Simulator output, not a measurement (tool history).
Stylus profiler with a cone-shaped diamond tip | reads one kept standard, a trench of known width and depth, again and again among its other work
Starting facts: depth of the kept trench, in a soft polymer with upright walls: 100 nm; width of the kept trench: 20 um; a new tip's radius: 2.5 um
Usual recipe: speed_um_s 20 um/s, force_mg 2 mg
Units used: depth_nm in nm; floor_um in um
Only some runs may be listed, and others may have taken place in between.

run   hour  speed_um_s  force_mg  depth_nm  floor_um
  1      0          20         2    100.56     18.36
  2   13.6          20         2    100.58     18.39
  3   22.5          20         2    100.54     18.42
  4   37.7          20         2    100.56     18.32
  5   55.6          20      1.75    100.51     18.41
  6   63.8          10      1.75    100.49     18.42
  7     75          10      1.75     100.5     18.41
  8   85.8          10      1.75    100.51     18.33
  9   95.1          10      1.75     100.5     18.47
 10    112          72         2    100.54     17.96
 11  127.2          72         2    100.55     18.03
 12  140.3          72      5.08    101.08     18.16
 13  155.5          72      5.08    101.09     18.15
 14  169.9           6         2    100.54     18.42
 15  178.4           6         2    100.56     18.41
 16  188.2          20         2    100.53     18.32
 17  195.8          14         2    100.53     18.34
 18  212.9          14         2    100.55     18.35
 19  231.6          14         2    100.52     18.34
 20  247.7          14         2    100.57     18.39
 21  262.5          15         2    100.53     18.35
 22    272          15         2    100.54     18.33
 23  280.4          15         2    100.54     18.33
 24  290.9          12         2    100.53     18.39
 25  303.9          12         2    100.54     18.39
 26  317.8          12         2    100.54     18.36
 27  332.7          20         2    100.52     18.31
 28  348.2          78       4.3    100.92     18.09
 29  357.7          78       4.3    100.93     18.13
 30  372.4          78       4.3    101.04     18.07
 31  382.4           6      1.33    100.46     18.39
 32  399.9           6      3.74    100.93     18.39
 33  409.8          75      3.74    100.95     18.06
 34  425.4          24      3.31    100.87     18.26
 35  443.7          24      3.31    100.87     18.26
 36  460.8          44      4.84    101.13     18.19
 37  470.4          47         2    100.61     18.09
 38    480           7      2.42    100.71      18.4
 39  487.7          10       1.2    100.42     18.34
 40  506.5          10       1.2    100.42     18.34
 41  519.8          19      2.21    100.65     18.28
 42  533.9          19      2.21    100.65     18.25
 43  541.8          23      2.21    100.64     18.25
 44  556.6          23      2.21    100.65     18.23
 45  566.6          23      2.21    100.65     18.15
 46  583.6          26      1.14     100.4     18.17

Not shown: 2 entries that the log had between the listed runs. Between which runs, and how does the tool's hidden state differ before and after?
Between runs 27 and 28: height scale calibrated on a step standard (hour 334.1)
  radius of the tip, um: 3.13 -> 3.15; height scale over the true one, %: -0.099 -> -0.126
  difference, measured minus the result without the unlogged condition, depth_nm: -0.1 -> -0.13 nm; floor_um: -0.17 -> -0.18 um
Between runs 29 and 30: height scale calibrated on a step standard, once more (hour 366.5)
  radius of the tip, um: 3.15 -> 3.17; height scale over the true one, %: -0.127 -> -0.016
  difference, measured minus the result without the unlogged condition, depth_nm: -0.12 -> -0.02 nm; floor_um: -0.18 -> -0.18 um
